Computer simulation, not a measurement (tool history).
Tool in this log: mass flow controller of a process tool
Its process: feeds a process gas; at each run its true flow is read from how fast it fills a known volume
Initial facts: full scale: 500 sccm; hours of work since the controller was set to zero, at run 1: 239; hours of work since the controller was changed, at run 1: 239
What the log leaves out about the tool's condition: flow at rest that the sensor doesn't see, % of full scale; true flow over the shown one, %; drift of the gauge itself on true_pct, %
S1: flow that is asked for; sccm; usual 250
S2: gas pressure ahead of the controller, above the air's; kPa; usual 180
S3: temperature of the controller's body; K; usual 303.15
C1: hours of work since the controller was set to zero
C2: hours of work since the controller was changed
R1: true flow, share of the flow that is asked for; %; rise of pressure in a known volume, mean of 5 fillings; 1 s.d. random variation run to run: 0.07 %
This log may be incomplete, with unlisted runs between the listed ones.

{"run": 1, "day": 0.0, "S1": 250, "S2": 180, "S3": 303.15, "C1": 239, "C2": 239, "R1": 97.95}
{"run": 2, "day": 4.4, "S1": 250, "S2": 180, "S3": 303.15, "C1": 276, "C2": 276, "R1": 98.07}
{"run": 3, "day": 7.883, "S1": 294, "S2": 180, "S3": 303.15, "C1": 306, "C2": 306, "R1": 98.23}
{"run": 4, "day": 11.867, "S1": 294, "S2": 180, "S3": 303.15, "C1": 341, "C2": 341, "R1": 98.35}
{"run": 5, "day": 16.7, "S1": 294, "S2": 180, "S3": 303.15, "C1": 382, "C2": 382, "R1": 98.35}
{"run": 6, "day": 20.933, "S1": 294, "S2": 180, "S3": 303.15, "C1": 419, "C2": 419, "R1": 98.44}
{"run": 7, "day": 24.367, "S1": 250, "S2": 173, "S3": 303.15, "C1": 448, "C2": 448, "R1": 98.1}
{"run": 8, "day": 28.25, "S1": 250, "S2": 173, "S3": 303.15, "C1": 482, "C2": 482, "R1": 98.13}
{"day": 28.638, "done": "controller's zero set anew"}
{"run": 9, "day": 32.896, "S1": 250, "S2": 173, "S3": 303.15, "C1": 37, "C2": 521, "R1": 97.78}
{"run": 10, "day": 37.758, "S1": 250, "S2": 173, "S3": 303.15, "C1": 78, "C2": 563, "R1": 97.85}
{"run": 11, "day": 42.596, "S1": 250, "S2": 173, "S3": 303.15, "C1": 120, "C2": 605, "R1": 97.73}
{"day": 44.812, "done": "controller's zero set anew, once more"}
{"run": 12, "day": 47.633, "S1": 187, "S2": 173, "S3": 303.15, "C1": 24, "C2": 648, "R1": 98.05}
{"run": 13, "day": 50.371, "S1": 187, "S2": 173, "S3": 303.15, "C1": 48, "C2": 671, "R1": 97.87}
{"run": 14, "day": 55.042, "S1": 187, "S2": 173, "S3": 303.15, "C1": 88, "C2": 712, "R1": 97.98}
{"run": 15, "day": 58.812, "S1": 187, "S2": 173, "S3": 303.15, "C1": 120, "C2": 744, "R1": 98.12}
{"run": 16, "day": 62.971, "S1": 422, "S2": 175, "S3": 299.15, "C1": 156, "C2": 780, "R1": 99.79}
{"run": 17, "day": 66.029, "S1": 422, "S2": 175, "S3": 299.15, "C1": 182, "C2": 806, "R1": 99.73}
{"run": 18, "day": 68.708, "S1": 51, "S2": 191, "S3": 303.15, "C1": 205, "C2": 829, "R1": 96.55}
{"run": 19, "day": 72.275, "S1": 51, "S2": 159, "S3": 294.15, "C1": 236, "C2": 860, "R1": 96.98}
{"run": 20, "day": 77.496, "S1": 179, "S2": 142, "S3": 312.15, "C1": 281, "C2": 905, "R1": 97.47}
{"run": 21, "day": 81.188, "S1": 123, "S2": 180, "S3": 299.15, "C1": 313, "C2": 936, "R1": 97.54}
{"run": 22, "day": 84.65, "S1": 250, "S2": 143, "S3": 305.15, "C1": 343, "C2": 966, "R1": 98.23}
{"run": 23, "day": 87.021, "S1": 250, "S2": 143, "S3": 305.15, "C1": 363, "C2": 987, "R1": 98.17}
{"run": 24, "day": 91.15, "S1": 123, "S2": 163, "S3": 297.15, "C1": 398, "C2": 1022, "R1": 97.57}
{"run": 25, "day": 96.258, "S1": 123, "S2": 163, "S3": 297.15, "C1": 442, "C2": 1066, "R1": 97.65}
{"run": 26, "day": 99.138, "S1": 285, "S2": 248, "S3": 300.15, "C1": 467, "C2": 1091, "R1": 98.71}
{"run": 27, "day": 104.292, "S1": 89, "S2": 168, "S3": 298.15, "C1": 511, "C2": 1135, "R1": 97.12}
{"run": 28, "day": 109.204, "S1": 478, "S2": 277, "S3": 300.15, "C1": 554, "C2": 1177, "R1": 99.83}

Some steps in R1, run to run, broken into two amounts with sign: the step expected even without the hidden condition (settings, incoming material, random variation), and the rest, left for the hidden condition together with whatever gauge scatter is not in both the measured and the hidden-condition-free result:
Run 11 -> 12: S1 250 -> 187, controller's zero set anew, once more. R1 +0.32 %: hidden state +0.56, all else -0.24.
Run 17 -> 18: S1 422 -> 51, S2 175 -> 191, S3 299.15 -> 303.15. R1 -3.18 %: hidden state -0.54, all else -2.64.
Run 27 -> 28: S1 89 -> 478, S2 168 -> 277, S3 298.15 -> 300.15. R1 +2.71 %: hidden state +0.64, all else +2.07.
